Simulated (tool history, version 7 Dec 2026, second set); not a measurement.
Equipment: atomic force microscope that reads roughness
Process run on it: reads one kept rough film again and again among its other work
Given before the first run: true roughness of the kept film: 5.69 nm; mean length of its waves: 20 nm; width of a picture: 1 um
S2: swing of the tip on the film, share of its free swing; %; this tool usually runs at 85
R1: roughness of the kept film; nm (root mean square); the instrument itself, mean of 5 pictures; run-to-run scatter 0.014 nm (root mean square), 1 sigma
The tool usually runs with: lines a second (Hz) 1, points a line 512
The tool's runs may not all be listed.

run 1 day=0 | lines_a_second_(Hz)=1 S2=85 points_a_line=512 | R1=3.343
run 2 day=1.283 | lines_a_second_(Hz)=1 S2=85 points_a_line=512 | R1=2.635
run 3 day=2.4 | lines_a_second_(Hz)=1 S2=63 points_a_line=512 | R1=2.271
run 4 day=3.158 | lines_a_second_(Hz)=1 S2=63 points_a_line=512 | R1=2.06
run 5 day=4.108 | lines_a_second_(Hz)=1 S2=63 points_a_line=512 | R1=1.855
run 6 day=5.075 | lines_a_second_(Hz)=1 S2=63 points_a_line=964 | R1=1.685
-- day=5.296 new tip fitted
run 7 day=5.879 | lines_a_second_(Hz)=1 S2=63 points_a_line=964 | R1=3.148
run 8 day=6.492 | lines_a_second_(Hz)=1.03 S2=85 points_a_line=512 | R1=2.635
run 9 day=7.733 | lines_a_second_(Hz)=1 S2=57 points_a_line=512 | R1=2.353
run 10 day=8.783 | lines_a_second_(Hz)=1 S2=57 points_a_line=512 | R1=2.023
run 11 day=9.479 | lines_a_second_(Hz)=1 S2=85 points_a_line=512 | R1=1.776
run 12 day=10.208 | lines_a_second_(Hz)=1 S2=85 points_a_line=512 | R1=1.663
-- day=10.583 new tip fitted
run 13 day=11.217 | lines_a_second_(Hz)=1 S2=85 points_a_line=512 | R1=2.914
run 14 day=12.388 | lines_a_second_(Hz)=1 S2=86 points_a_line=512 | R1=2.407
run 15 day=13.438 | lines_a_second_(Hz)=1 S2=71 points_a_line=512 | R1=2.17
run 16 day=14.554 | lines_a_second_(Hz)=1.32 S2=89 points_a_line=423 | R1=1.755
run 17 day=15.304 | lines_a_second_(Hz)=0.8 S2=74 points_a_line=423 | R1=1.726
-- day=15.825 new tip fitted
run 18 day=16.029 | lines_a_second_(Hz)=1 S2=63 points_a_line=968 | R1=3.31
run 19 day=16.658 | lines_a_second_(Hz)=0.6 S2=63 points_a_line=463 | R1=2.972
run 20 day=17.354 | lines_a_second_(Hz)=0.57 S2=75 points_a_line=512 | R1=2.608
run 21 day=18.396 | lines_a_second_(Hz)=2.49 S2=71 points_a_line=470 | R1=2.126
run 22 day=19.017 | lines_a_second_(Hz)=0.54 S2=66 points_a_line=279 | R1=2.024
run 23 day=19.671 | lines_a_second_(Hz)=1.48 S2=79 points_a_line=659 | R1=1.82
run 24 day=20.242 | lines_a_second_(Hz)=1.79 S2=75 points_a_line=571 | R1=1.698
-- day=21.092 new tip fitted
run 25 day=21.492 | lines_a_second_(Hz)=1.27 S2=82 points_a_line=383 | R1=2.996
run 26 day=22.783 | lines_a_second_(Hz)=1.27 S2=82 points_a_line=383 | R1=2.396
run 27 day=23.829 | lines_a_second_(Hz)=1.27 S2=82 points_a_line=383 | R1=2.091
run 28 day=24.804 | lines_a_second_(Hz)=1.27 S2=82 points_a_line=383 | R1=1.843

Forecast each of these 5 alternatives for the next run:
run A day=25.688 | lines_a_second_(Hz)=1.27 S2=74 points_a_line=793 | R1=?
run B day=25.688 | lines_a_second_(Hz)=1.27 S2=82 points_a_line=650 | R1=?
run C day=25.688 | lines_a_second_(Hz)=1.42 S2=70 points_a_line=533 | R1=?
run D day=25.688 | lines_a_second_(Hz)=1.95 S2=55 points_a_line=383 | R1=?
run E day=25.688 | lines_a_second_(Hz)=3.53 S2=81 points_a_line=641 | R1=?

run=A R1=1.761
run=B R1=1.689
run=C R1=1.744
run=D R1=1.761
run=E R1=1.505
With no hidden state in the tool, these same runs would have given:
run=A R1=3.489
run=B R1=3.36
run=C R1=3.47
run=D R1=3.504
run=E R1=2.994
